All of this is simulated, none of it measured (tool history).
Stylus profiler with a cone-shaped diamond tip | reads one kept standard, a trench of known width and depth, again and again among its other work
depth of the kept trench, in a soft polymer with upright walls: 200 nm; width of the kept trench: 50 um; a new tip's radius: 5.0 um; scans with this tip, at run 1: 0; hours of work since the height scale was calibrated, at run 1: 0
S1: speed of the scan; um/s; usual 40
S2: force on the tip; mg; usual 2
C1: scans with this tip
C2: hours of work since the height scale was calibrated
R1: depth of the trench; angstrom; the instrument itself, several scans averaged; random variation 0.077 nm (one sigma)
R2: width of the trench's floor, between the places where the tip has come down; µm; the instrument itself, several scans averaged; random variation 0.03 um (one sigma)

run	hour	S1	S2	C1	C2	R1	R2
1	0	40	2	0	0	2016	47.11
2	45.7	40	2	405	33	2016.9	47.05
3	89.2	40	1.39	790	64	2013.5	46.96
4	133.6	40	1.39	1183	95	2012	46.99
5	194.4	40	1.39	1722	138	2013.2	46.99
6	222.6	40	1.39	1972	159	2012.7	46.99
7	285.4	73	1.39	2528	203	2014.5	46.76
8	320.3	40	2	2837	228	2019.5	46.96
9	373.4	40	2	3307	266	2017.7	46.91
10	436	40	2	3862	311	2018.2	46.92
11	471.7	40	2	4178	336	2016.8	46.85
12	533.2	40	2	4723	380	2017.9	46.85
13	565.2	40	2	5006	403	2017.8	46.9
14	618.7	40	2	5481	441	2016.8	46.84
15	665.2	11	3.13	5892	474	2022.8	46.95
16	726.8	11	0.97	6438	518	2011.8	46.82
17	785	33	2.44	6953	559	2020.4	46.82
18	831.9	125	1.59	7369	593	2016.4	46.37
19	887.1	125	1.59	7858	632	2016.9	46.37
20	950.4	125	1.59	8419	677	2017.4	46.28
21	997.5	125	1.59	8836	710	2017.2	46.32
22	1028.2	54	1.72	9108	732	2018.5	46.62
23	1086.3	14	4.77	9623	774	2032.5	46.74
24	1146.6	14	1.99	10157	817	2019.7	46.71
25	1203.5	37	1.99	10661	857	2018.4	46.63
26	1243.6	40	3.28	11016	886	2025.8	46.62
27	1271.6	50	0.93	11265	906	2012.9	46.44

4 ways to go on from here, each from the tool as it stands after run 27. What would each give?
A	1299.1	49	2.77	11508	925	?	?
B	1299.1	40	4.13	11508	925	?	?
C	1299.1	12	1.35	11508	925	?	?
D	1299.1	44	0.93	11508	925	?	?

run	R1	R2
A	2023.9	46.57
B	2028.8	46.63
C	2017.8	46.6
D	2013.2	46.52
Without the tool's hidden state the same runs would have given:
run	R1	R2
A	2020.1	47.06
B	2025	47.12
C	2013.9	47.09
D	2009.4	47.01
